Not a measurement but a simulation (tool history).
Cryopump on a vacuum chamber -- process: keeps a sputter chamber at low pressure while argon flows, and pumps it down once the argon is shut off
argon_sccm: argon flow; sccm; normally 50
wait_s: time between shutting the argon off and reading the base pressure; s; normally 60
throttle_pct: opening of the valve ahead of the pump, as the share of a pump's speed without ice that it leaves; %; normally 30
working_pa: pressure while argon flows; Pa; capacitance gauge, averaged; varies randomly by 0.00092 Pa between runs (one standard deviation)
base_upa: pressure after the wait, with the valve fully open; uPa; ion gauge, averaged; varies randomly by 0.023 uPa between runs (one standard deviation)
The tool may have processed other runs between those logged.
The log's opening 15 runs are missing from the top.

| run | hour | argon_sccm | wait_s | throttle_pct | working_pa | base_upa |
|---|---|---|---|---|---|---|
| 16 | 929.2 | 50 | 29 | 30 | 0.1973 | 1.6 |
| 17 | 994.2 | 50 | 116 | 30 | 0.1974 | 0.77 |
| 18 | 1069 | 50 | 116 | 30 | 0.2019 | 0.79 |
| 19 | 1112.3 | 70 | 116 | 16 | 0.5214 | 0.78 |
| 20 | 1188.6 | 46 | 79 | 26 | 0.2139 | 0.88 |
| 21 | 1224.3 | 46 | 79 | 26 | 0.2156 | 0.95 |
| 22 | 1292.7 | 59 | 133 | 30 | 0.2436 | 0.8 |
| 23 | 1345.4 | 50 | 72 | 49 | 0.1326 | 1 |
| 24 | 1426.1 | 50 | 72 | 49 | 0.1333 | 1.03 |
|  | 1437.2 | pump warmed up, emptied and cooled again |
| 25 | 1467.3 | 50 | 91 | 30 | 0.1956 | 0.82 |
| 26 | 1532.6 | 55 | 47 | 28 | 0.232 | 1.21 |
| 27 | 1587 | 84 | 172 | 30 | 0.3332 | 0.7 |
| 28 | 1668.6 | 50 | 84 | 30 | 0.1998 | 0.95 |
| 29 | 1708.3 | 85 | 55 | 21 | 0.4814 | 1.15 |
| 30 | 1746 | 67 | 257 | 29 | 0.2804 | 0.7 |
| 31 | 1783.8 | 85 | 87 | 25 | 0.4116 | 0.96 |
| 32 | 1870 | 85 | 57 | 17 | 0.5981 | 1.19 |
| 33 | 1915.1 | 25 | 56 | 22 | 0.1396 | 1.15 |
| 34 | 1978.3 | 53 | 60 | 30 | 0.2199 | 1.22 |

4 ways to go on from here, each from the tool as it stands after run 34. What would each give?
| A | 2022 | 40 | 60 | 30 | ? | ? |
| B | 2022 | 53 | 91 | 30 | ? | ? |
| C | 2022 | 72 | 77 | 47 | ? | ? |
| D | 2022 | 78 | 38 | 49 | ? | ? |

| run | working_pa | base_upa |
|---|---|---|
| A | 0.1669 | 1.18 |
| B | 0.2211 | 1.04 |
| C | 0.1994 | 1.08 |
| D | 0.207 | 1.49 |
What these runs would have given with no unlogged condition in the tool:
| run | working_pa | base_upa |
|---|---|---|
| A | 0.1551 | 0.71 |
| B | 0.2055 | 0.57 |
| C | 0.1781 | 0.61 |
| D | 0.1841 | 1.03 |
